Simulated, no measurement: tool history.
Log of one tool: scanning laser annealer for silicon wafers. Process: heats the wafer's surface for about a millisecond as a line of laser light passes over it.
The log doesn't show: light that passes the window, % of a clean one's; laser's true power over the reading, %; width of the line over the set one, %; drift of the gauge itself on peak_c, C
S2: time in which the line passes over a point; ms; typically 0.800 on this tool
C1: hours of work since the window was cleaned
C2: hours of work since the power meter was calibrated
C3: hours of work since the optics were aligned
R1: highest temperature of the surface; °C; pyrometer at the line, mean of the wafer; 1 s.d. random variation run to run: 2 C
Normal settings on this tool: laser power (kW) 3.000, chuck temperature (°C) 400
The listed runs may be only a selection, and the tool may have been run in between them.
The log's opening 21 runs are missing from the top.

run 22 day=13.483 | laser_power_(kW)=2.924 S2=0.568 chuck_temperature_(°C)=403 | C1=627 C2=126 C3=381 | R1=1050
run 23 day=14.383 | laser_power_(kW)=3.167 S2=0.800 chuck_temperature_(°C)=434 | C1=642 C2=141 C3=396 | R1=1288
run 24 day=15.121 | laser_power_(kW)=3.167 S2=0.800 chuck_temperature_(°C)=434 | C1=654 C2=153 C3=408 | R1=1289
run 25 day=15.804 | laser_power_(kW)=3.167 S2=0.800 chuck_temperature_(°C)=434 | C1=666 C2=164 C3=419 | R1=1290
run 26 day=16.608 | laser_power_(kW)=3.000 S2=0.967 chuck_temperature_(°C)=438 | C1=679 C2=178 C3=433 | R1=1313
run 27 day=17.479 | laser_power_(kW)=2.637 S2=0.808 chuck_temperature_(°C)=438 | C1=694 C2=192 C3=447 | R1=1111
run 28 day=18.133 | laser_power_(kW)=2.834 S2=0.986 chuck_temperature_(°C)=396 | C1=705 C2=203 C3=458 | R1=1219
run 29 day=18.771 | laser_power_(kW)=2.982 S2=0.923 chuck_temperature_(°C)=413 | C1=715 C2=214 C3=469 | R1=1256
run 30 day=19.550 | laser_power_(kW)=2.856 S2=0.599 chuck_temperature_(°C)=434 | C1=728 C2=227 C3=482 | R1=1073

Branching from run 30: 5 alternative next runs. What would each branch give?
run A day=19.946 | laser_power_(kW)=3.000 S2=0.800 chuck_temperature_(°C)=376 | C1=735 C2=234 C3=489 | R1=?
run B day=19.946 | laser_power_(kW)=3.053 S2=0.888 chuck_temperature_(°C)=424 | C1=735 C2=234 C3=489 | R1=?
run C day=19.946 | laser_power_(kW)=2.856 S2=0.599 chuck_temperature_(°C)=399 | C1=735 C2=234 C3=489 | R1=?
run D day=19.946 | laser_power_(kW)=2.856 S2=0.664 chuck_temperature_(°C)=394 | C1=735 C2=234 C3=489 | R1=?
run E day=19.946 | laser_power_(kW)=3.027 S2=0.599 chuck_temperature_(°C)=434 | C1=735 C2=234 C3=489 | R1=?

run=A R1=1168
run=B R1=1278
run=C R1=1038
run=D R1=1068
run=E R1=1124
Take away the tool's hidden state, keep each run's random variation, and the runs would have read:
run=A R1=1227
run=B R1=1341
run=C R1=1085
run=D R1=1118
run=E R1=1175
